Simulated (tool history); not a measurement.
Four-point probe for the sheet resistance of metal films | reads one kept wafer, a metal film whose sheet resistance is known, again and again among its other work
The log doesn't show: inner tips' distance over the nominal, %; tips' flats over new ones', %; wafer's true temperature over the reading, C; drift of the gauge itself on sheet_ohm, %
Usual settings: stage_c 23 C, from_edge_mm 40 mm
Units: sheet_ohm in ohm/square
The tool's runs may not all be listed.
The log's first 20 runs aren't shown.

run    hour  stage_c  from_edge_mm  touches since the probe head was changed  hours of work since the stage's thermometer was calibrated  sheet_ohm
 21  1721.5       20            10                                    142360                                                         261  28.278901
 22  1773.1       20             5                                    144713                                                         297  28.388924
 23  1849.7       20             5                                    148208                                                         352  28.400222
 24  1934.0       19             3                                    152053                                                         412  28.644567
 25  1986.3       32            48                                    154434                                                         450  28.341379
 26  2060.5       32            48                                    157817                                                         503  28.343873
 27  2171.2       19             6                                    162865                                                         582  28.335344
 28  2253.3       19             6                                    166611                                                         640  28.333744
 29  2308.8       24            65                                    169139                                                         680  28.276210
 30  2363.3       24            65                                    171623                                                         719  28.274306
 31  2445.7       23             5                                    175381                                                         778  28.414037
 32  2556.9       23             5                                    180452                                                         857  28.410172

4 ways to go on from here, each from the tool as it stands after run 32. What would each give?
  A  2664.0       20            64                                    185334                                                         933          ?
  B  2664.0       28             5                                    185334                                                         933          ?
  C  2664.0       20             3                                    185334                                                         933          ?
  D  2664.0       22            35                                    185334                                                         933          ?

run  sheet_ohm
  A  28.231886
  B  28.459676
  C  28.656318
  D  28.272427
Without the tool's hidden state the same runs would have given:
run  sheet_ohm
  A  28.230502
  B  28.458282
  C  28.654915
  D  28.271041
